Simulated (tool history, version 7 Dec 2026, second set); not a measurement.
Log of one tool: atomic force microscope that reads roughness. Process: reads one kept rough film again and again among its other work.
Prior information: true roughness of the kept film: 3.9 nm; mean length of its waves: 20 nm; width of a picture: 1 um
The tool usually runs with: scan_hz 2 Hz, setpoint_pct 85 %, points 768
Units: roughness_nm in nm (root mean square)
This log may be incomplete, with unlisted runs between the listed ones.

Run 1, hour 0: usual settings. Result: roughness_nm 1.702 nm (root mean square).
Run 2, hour 23.9: usual settings. Result: roughness_nm 1.464 nm (root mean square).
Run 3, hour 39: usual settings but points 317. Result: roughness_nm 1.337 nm (root mean square).
Run 4, hour 63.9: usual settings but points 488. Result: roughness_nm 1.173 nm (root mean square).
Run 5, hour 77.8: usual settings but points 488. Result: roughness_nm 1.1 nm (root mean square).
At hour 88.8: new tip fitted.
Run 6, hour 96.5: usual settings but points 488. Result: roughness_nm 2.044 nm (root mean square).
Run 7, hour 107.9: usual settings but points 488. Result: roughness_nm 1.879 nm (root mean square).
Run 8, hour 132.6: usual settings but points 488. Result: roughness_nm 1.56 nm (root mean square).
Run 9, hour 158: usual settings but points 488. Result: roughness_nm 1.35 nm (root mean square).
Run 10, hour 174.6: usual settings but scan_hz 1.27 Hz, points 488. Result: roughness_nm 1.322 nm (root mean square).
Run 11, hour 188.9: usual settings but scan_hz 1.27 Hz, points 488. Result: roughness_nm 1.225 nm (root mean square).
At hour 203.1: new tip fitted.
Run 12, hour 210.4: usual settings but scan_hz 1.27 Hz, points 488. Result: roughness_nm 2.293 nm (root mean square).
Run 13, hour 222: usual settings. Result: roughness_nm 1.926 nm (root mean square).
Run 14, hour 233.6: usual settings but scan_hz 3 Hz. Result: roughness_nm 1.603 nm (root mean square).
Run 15, hour 256.9: usual settings but scan_hz 3 Hz. Result: roughness_nm 1.361 nm (root mean square).
Run 16, hour 279.7: usual settings but setpoint_pct 76 %. Result: roughness_nm 1.405 nm (root mean square).
Run 17, hour 298.5: usual settings but points 330. Result: roughness_nm 1.173 nm (root mean square).
Run 18, hour 313: usual settings but points 330. Result: roughness_nm 1.08 nm (root mean square).
At hour 318.2: new tip fitted.
Run 19, hour 336: usual settings but points 330. Result: roughness_nm 1.891 nm (root mean square).
Run 20, hour 352.6: usual settings but points 502. Result: roughness_nm 1.696 nm (root mean square).
Run 21, hour 374.4: usual settings. Result: roughness_nm 1.475 nm (root mean square).
Run 22, hour 394.9: usual settings. Result: roughness_nm 1.294 nm (root mean square).
Run 23, hour 413.3: usual settings but scan_hz 3.6 Hz. Result: roughness_nm 1.023 nm (root mean square).
Run 24, hour 431.4: usual settings but scan_hz 3.6 Hz. Result: roughness_nm 0.937 nm (root mean square).
At hour 433.5: new tip fitted.
Run 25, hour 446.2: usual settings but setpoint_pct 64 %. Result: roughness_nm 2.281 nm (root mean square).
Run 26, hour 463.1: usual settings but setpoint_pct 64 %. Result: roughness_nm 2.014 nm (root mean square).
Run 27, hour 489.2: usual settings but setpoint_pct 74 %. Result: roughness_nm 1.599 nm (root mean square).
Run 28, hour 501.4: usual settings but setpoint_pct 74 %. Result: roughness_nm 1.497 nm (root mean square).
Run 29, hour 513.3: usual settings but setpoint_pct 59 %. Result: roughness_nm 1.482 nm (root mean square).
Run 30, hour 525.7: usual settings but setpoint_pct 59 %. Result: roughness_nm 1.388 nm (root mean square).
Run 31, hour 536.7: usual settings but scan_hz 2.52 Hz, setpoint_pct 83 %, points 829. Result: roughness_nm 1.09 nm (root mean square).
At hour 548.3: new tip fitted.
Run 32, hour 550.4: usual settings but scan_hz 2.52 Hz, setpoint_pct 83 %, points 829. Result: roughness_nm 2.139 nm (root mean square).
Run 33, hour 562.1: usual settings but scan_hz 2.78 Hz. Result: roughness_nm 1.856 nm (root mean square).
Run 34, hour 586.6: usual settings but scan_hz 2.78 Hz. Result: roughness_nm 1.533 nm (root mean square).
Run 35, hour 598.6: usual settings but points 848. Result: roughness_nm 1.525 nm (root mean square).
Run 36, hour 611.5: usual settings but scan_hz 2.15 Hz, setpoint_pct 75 %, points 256. Result: roughness_nm 1.454 nm (root mean square).
Run 37, hour 638.3: usual settings but scan_hz 2.15 Hz, setpoint_pct 67 %, points 485. Result: roughness_nm 1.345 nm (root mean square).
Run 38, hour 650.9: usual settings but scan_hz 3.58 Hz. Result: roughness_nm 0.987 nm (root mean square).
At hour 662.4: new tip fitted.
Run 39, hour 665.2: usual settings but scan_hz 3.58 Hz. Result: roughness_nm 1.875 nm (root mean square).
Run 40, hour 686: usual settings but scan_hz 0.9 Hz, points 262. Result: roughness_nm 1.985 nm (root mean square).
Run 41, hour 708.5: usual settings but points 289. Result: roughness_nm 1.524 nm (root mean square).
Run 42, hour 726.8: usual settings but scan_hz 2.86 Hz, setpoint_pct 57 %, points 289. Result: roughness_nm 1.592 nm (root mean square).
Run 43, hour 752.4: usual settings but setpoint_pct 70 %. Result: roughness_nm 1.371 nm (root mean square).
At hour 777.6: new tip fitted.
Run 44, hour 778.1: usual settings but setpoint_pct 70 %. Result: roughness_nm 2.469 nm (root mean square).
Run 45, hour 803.7: usual settings but scan_hz 0.61 Hz, setpoint_pct 84 %, points 410. Result: roughness_nm 2.069 nm (root mean square).
Run 46, hour 827.2: usual settings but scan_hz 0.54 Hz, points 492. Result: roughness_nm 1.781 nm (root mean square).
Run 47, hour 852.2: usual settings but scan_hz 2.32 Hz, setpoint_pct 86 %. Result: roughness_nm 1.29 nm (root mean square).
Run 48, hour 864.4: usual settings but scan_hz 0.6 Hz, setpoint_pct 58 %, points 470. Result: roughness_nm 1.514 nm (root mean square).
Run 49, hour 888.8: usual settings but setpoint_pct 62 %, points 491. Result: roughness_nm 1.305 nm (root mean square).

Here are 3 independent what-if runs from the current tool condition. What would each one return?
At hour 893.6: new tip fitted.
Run A, hour 911.6: usual settings but setpoint_pct 61 %, points 436. Result: roughness_nm ?.
At hour 893.6: new tip fitted.
Run B, hour 911.6: usual settings but scan_hz 2.29 Hz, setpoint_pct 80 %, points 338. Result: roughness_nm ?.
At hour 893.6: new tip fitted.
Run C, hour 911.6: usual settings but scan_hz 0.68 Hz, setpoint_pct 63 %, points 466. Result: roughness_nm ?.

run  roughness_nm
  A         2.229
  B         1.923
  C         2.326
Stripped of hidden state, with their random variation kept, the same runs would have yielded:
run  roughness_nm
  A         2.625
  B         2.266
  C         2.739
